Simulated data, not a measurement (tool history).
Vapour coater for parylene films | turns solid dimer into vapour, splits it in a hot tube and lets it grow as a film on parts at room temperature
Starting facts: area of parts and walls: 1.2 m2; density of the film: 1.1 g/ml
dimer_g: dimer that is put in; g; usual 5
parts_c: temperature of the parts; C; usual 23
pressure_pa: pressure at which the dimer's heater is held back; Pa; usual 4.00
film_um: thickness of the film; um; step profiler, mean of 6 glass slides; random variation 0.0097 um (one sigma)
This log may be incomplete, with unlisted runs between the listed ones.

run,day,dimer_g,parts_c,pressure_pa,film_um
1,0.000,5,23,4.00,2.647
2,1.250,5,23,4.00,2.648
3,2.133,5,23,4.00,2.644
4,3.346,5,23,4.00,2.641
5,4.592,7,23,4.00,3.698
# day 5.242: trap's valve overhauled
6,5.900,7,23,4.00,3.717
7,6.992,7,23,4.00,3.715
8,7.862,3,22,7.90,1.573
9,9.362,4,25,8.71,1.882
10,10.646,6,23,3.01,3.258
11,11.450,6,23,3.01,3.253
12,12.746,6,24,8.43,2.951
13,14.038,6,24,8.43,2.957

Consider 4 possible next runs. They are alternatives, not a sequence: every one starts from the tool as it was left by run 13. What does each give?
A,14.667,6,27,4.78,?
B,14.667,6,23,4.00,?
C,14.667,4,24,8.43,?
D,14.667,6,24,3.62,?

run,film_um
A,2.721
B,3.199
C,1.958
D,3.077
Stripped of hidden state, with their random variation kept, the same runs would have yielded:
run,film_um
A,2.721
B,3.199
C,1.958
D,3.077
